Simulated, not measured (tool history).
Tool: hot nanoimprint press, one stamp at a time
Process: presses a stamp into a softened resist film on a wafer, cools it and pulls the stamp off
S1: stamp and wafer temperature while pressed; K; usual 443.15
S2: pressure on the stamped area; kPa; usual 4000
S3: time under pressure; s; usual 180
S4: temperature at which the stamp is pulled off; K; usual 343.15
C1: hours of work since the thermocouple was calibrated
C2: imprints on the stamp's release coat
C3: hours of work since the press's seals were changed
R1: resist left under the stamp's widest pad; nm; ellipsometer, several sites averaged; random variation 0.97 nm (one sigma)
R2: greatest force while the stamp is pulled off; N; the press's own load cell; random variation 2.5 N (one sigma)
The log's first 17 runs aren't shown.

run,hour,S1,S2,S3,S4,C1,C2,C3,R1,R2
18,465,454.15,2540,269,348.15,437,361,411,94.9,124
19,501.9,443.15,3880,180,343.15,466,570,440,133.1,126
20,532,443.15,3880,180,343.15,490,740,463,132.9,133
# hour 543: stamp cleaned and given a new release coat
# hour 559.2: plate thermocouple calibrated
21,563.5,443.15,4000,115,343.15,3,99,481,166.5,117
22,583.7,453.15,2670,148,333.15,19,213,497,130.7,132
23,608.6,440.15,4000,180,343.15,39,354,516,154,118
24,635.3,447.15,5240,347,333.15,60,506,537,77.6,137
25,664.8,448.15,4410,180,343.15,83,673,560,111.5,129
# hour 688.9: stamp cleaned and given a new release coat
26,701.8,435.15,4410,180,333.15,107,73,584,173.3,125
27,735.6,435.15,4410,180,333.15,133,265,611,175.8,130
28,767.9,435.15,4410,180,333.15,159,448,636,173.2,131
29,793.7,435.15,4410,180,333.15,179,594,656,172.2,133
# hour 830.5: stamp cleaned and given a new release coat
30,837.6,439.15,4410,180,343.15,209,40,686,148.9,118
31,861.3,439.15,4410,180,343.15,227,174,705,150.1,118

Forecast each of these 3 alternatives for the next run:
A,878.5,447.15,4680,180,343.15,241,272,718,?,?
B,878.5,439.15,5110,180,341.15,241,272,718,?,?
C,878.5,443.15,3900,334,329.15,241,272,718,?,?

run,R1,R2
A,110.8,124
B,139,119
C,103.8,133
Without the tool's hidden state the same runs would have given:
run,R1,R2
A,113.1,119
B,142.2,115
C,106.4,128
